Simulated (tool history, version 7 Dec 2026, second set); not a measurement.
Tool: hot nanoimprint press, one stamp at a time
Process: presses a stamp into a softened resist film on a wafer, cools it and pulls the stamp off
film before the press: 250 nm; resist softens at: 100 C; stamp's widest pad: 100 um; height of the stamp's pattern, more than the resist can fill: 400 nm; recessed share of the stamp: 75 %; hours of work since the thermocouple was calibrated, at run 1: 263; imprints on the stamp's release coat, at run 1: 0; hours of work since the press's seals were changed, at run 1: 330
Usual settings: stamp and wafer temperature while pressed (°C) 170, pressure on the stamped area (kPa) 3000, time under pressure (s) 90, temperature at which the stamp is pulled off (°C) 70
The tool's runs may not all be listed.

run    hour  stamp and wafer temperature while pressed (°C)  pressure on the stamped area (kPa)  time under pressure (s)  temperature at which the stamp is pulled off (°C)  hours of work since the thermocouple was calibrated  imprints on the stamp's release coat  hours of work since the press's seals were changed  resist left under the stamp's widest pad (angstrom)  greatest force while the stamp is pulled off (N)
  1       0                                             170                                3000                       90                                                 70                                                  263                                     0                                                 330                                                 1185                                               200
       13.8  -- plate thermocouple calibrated
  2    64.7                                             170                                3000                       90                                                 70                                                   38                                   310                                                 376                                                 1185                                               205
  3   132.2                                             170                                3680                       90                                                 70                                                   87                                   648                                                 426                                                 1057                                               208
  4   179.1                                             170                                4110                       90                                                 70                                                  122                                   883                                                 460                                                 1008                                               207
  5   231.5                                             170                                4110                       90                                                 70                                                  161                                  1146                                                 499                                                 1006                                               216
  6   292.4                                             170                                3000                       90                                                 70                                                  206                                  1452                                                 544                                                 1189                                               207
  7   378.3                                             170                                3000                       90                                                 70                                                  269                                  1883                                                 607                                                 1192                                               211
      387.9  -- plate thermocouple calibrated
      432.9  -- stamp cleaned and given a new release coat
  8   461.8                                             175                                3000                       90                                                 70                                                   50                                   144                                                 662                                                 1008                                               213
  9   537.6                                             175                                3000                       90                                                 70                                                  106                                   524                                                 718                                                 1010                                               205
 10   608.3                                             175                                3000                       90                                                 70                                                  158                                   879                                                 770                                                 1002                                               214
 11   672.5                                             175                                3000                       90                                                 70                                                  206                                  1201                                                 818                                                 1001                                               206
 12   717.1                                             170                                3000                       90                                                 70                                                  239                                  1425                                                 851                                                 1183                                               221
      761.8  -- plate thermocouple calibrated
 13   787.3                                             170                                2490                       90                                                 70                                                   19                                  1762                                                 900                                                 1302                                               216
      863.1  -- stamp cleaned and given a new release coat
 14   863.1                                             170                                2490                       90                                                 70                                                   70                                     0                                                 952                                                 1300                                               210
 15   917.4                                             170                                2490                       90                                                 70                                                  110                                   272                                                 992                                                 1313                                               209
      943.3  -- press's hydraulic seals changed and the load cell set to zero
 16  1001.4                                             170                                2490                       90                                                 70                                                  166                                   654                                                  43                                                 1325                                               210
 17  1090.5                                             170                                2490                       90                                                 70                                                  232                                  1100                                                 109                                                 1308                                               206
     1146.5  -- plate thermocouple calibrated
 18    1171                                             170                                2490                       90                                                 70                                                   18                                  1489                                                 166                                                 1312                                               216
 19  1219.9                                             180                                3000                       90                                                 74                                                   54                                  1735                                                 202                                                  848                                               207
 20  1264.5                                             180                                3000                       90                                                 74                                                   87                                  1958                                                 235                                                  848                                               204
       1301  -- stamp cleaned and given a new release coat
 21  1362.7                                             167                                2000                       74                                                 70                                                  155                                   310                                                 303                                                 1678                                               205
 22    1414                                             167                                2000                       74                                                 70                                                  193                                   567                                                 341                                                 1652                                               215
 23  1487.9                                             167                                2000                       74                                                 70                                                  248                                   938                                                 395                                                 1662                                               212
     1521.1  -- plate thermocouple calibrated
 24  1558.5                                             167                                2000                       74                                                 70                                                   28                                  1277                                                 445                                                 1683                                               208
 25  1609.4                                             180                                4610                       47                                                 73                                                   65                                  1532                                                 483                                                  838                                               207
 26  1655.2                                             180                                4610                       47                                                 73                                                   99                                  1762                                                 517                                                  839                                               200

Hidden state at the last listed run before each entry between runs and at the first one after, where it differs:
Between runs 1 and 2: plate thermocouple calibrated (hour 13.8)
  true temperature over the reading, C: 0.01 -> 0; grip of the stamp's worn release coat, % over a new coat's: 0 -> 0.1
Between runs 7 and 8: plate thermocouple calibrated (hour 387.9); stamp cleaned and given a new release coat (hour 432.9)
  true temperature over the reading, C: 0.01 -> 0; grip of the stamp's worn release coat, % over a new coat's: 0.9 -> 0.1
Between runs 12 and 13: plate thermocouple calibrated (hour 761.8)
  true temperature over the reading, C: 0.01 -> 0; pressure that arrives at the usual setting, %: 99.96 -> 99.95; grip of the stamp's worn release coat, % over a new coat's: 0.7 -> 0.9
Between runs 13 and 14: stamp cleaned and given a new release coat (hour 863.1)
  grip of the stamp's worn release coat, % over a new coat's: 0.9 -> 0
Between runs 15 and 16: press's hydraulic seals changed and the load cell set to zero (hour 943.3)
  pressure that arrives at the usual setting, %: 99.95 -> 99.99; grip of the stamp's worn release coat, % over a new coat's: 0.1 -> 0.3
Between runs 17 and 18: plate thermocouple calibrated (hour 1146.5)
  true temperature over the reading, C: 0.01 -> 0; grip of the stamp's worn release coat, % over a new coat's: 0.5 -> 0.7
Between runs 20 and 21: stamp cleaned and given a new release coat (hour 1301)
  true temperature over the reading, C: 0 -> 0.01; pressure that arrives at the usual setting, %: 99.99 -> 99.98; grip of the stamp's worn release coat, % over a new coat's: 1 -> 0.1
Between runs 23 and 24: plate thermocouple calibrated (hour 1521.1)
  true temperature over the reading, C: 0.01 -> 0; grip of the stamp's worn release coat, % over a new coat's: 0.4 -> 0.6

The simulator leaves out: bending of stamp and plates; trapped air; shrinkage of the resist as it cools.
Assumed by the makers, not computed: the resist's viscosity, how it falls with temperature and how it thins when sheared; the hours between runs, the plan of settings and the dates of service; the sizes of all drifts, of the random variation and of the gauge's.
